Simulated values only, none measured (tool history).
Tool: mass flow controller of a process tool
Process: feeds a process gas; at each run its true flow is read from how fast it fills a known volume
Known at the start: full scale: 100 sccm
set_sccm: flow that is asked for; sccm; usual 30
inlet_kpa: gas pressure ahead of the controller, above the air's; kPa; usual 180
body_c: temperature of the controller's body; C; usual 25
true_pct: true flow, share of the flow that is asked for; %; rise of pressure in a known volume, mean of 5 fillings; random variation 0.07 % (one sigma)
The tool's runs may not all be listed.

{"run": 1, "hour": 0.0, "set_sccm": 30, "inlet_kpa": 180, "body_c": 25, "true_pct": 97.59}
{"run": 2, "hour": 57.3, "set_sccm": 30, "inlet_kpa": 180, "body_c": 25, "true_pct": 97.72}
{"run": 3, "hour": 167.5, "set_sccm": 36, "inlet_kpa": 180, "body_c": 25, "true_pct": 97.83}
{"run": 4, "hour": 253.7, "set_sccm": 30, "inlet_kpa": 180, "body_c": 25, "true_pct": 97.73}
{"run": 5, "hour": 347.7, "set_sccm": 30, "inlet_kpa": 216, "body_c": 25, "true_pct": 97.73}
{"run": 6, "hour": 432.0, "set_sccm": 30, "inlet_kpa": 180, "body_c": 25, "true_pct": 97.73}
{"run": 7, "hour": 551.6, "set_sccm": 30, "inlet_kpa": 187, "body_c": 31, "true_pct": 97.49}
{"run": 8, "hour": 612.6, "set_sccm": 30, "inlet_kpa": 187, "body_c": 31, "true_pct": 97.44}
{"run": 9, "hour": 684.7, "set_sccm": 24, "inlet_kpa": 180, "body_c": 23, "true_pct": 97.51}
{"run": 10, "hour": 824.8, "set_sccm": 31, "inlet_kpa": 180, "body_c": 29, "true_pct": 97.48}
{"run": 11, "hour": 919.7, "set_sccm": 11, "inlet_kpa": 204, "body_c": 33, "true_pct": 96.94}

3 ways to go on from here, each from the tool as it stands after run 11. What would each give?
{"run": "A", "hour": 981.5, "set_sccm": 30, "inlet_kpa": 251, "body_c": 24, "true_pct": "?"}
{"run": "B", "hour": 981.5, "set_sccm": 30, "inlet_kpa": 251, "body_c": 25, "true_pct": "?"}
{"run": "C", "hour": 981.5, "set_sccm": 74, "inlet_kpa": 237, "body_c": 32, "true_pct": "?"}

run=A true_pct=97.95
run=B true_pct=97.87
run=C true_pct=99.05
Without the tool's hidden state the same runs would have given:
run=A true_pct=97.94
run=B true_pct=97.86
run=C true_pct=99.04
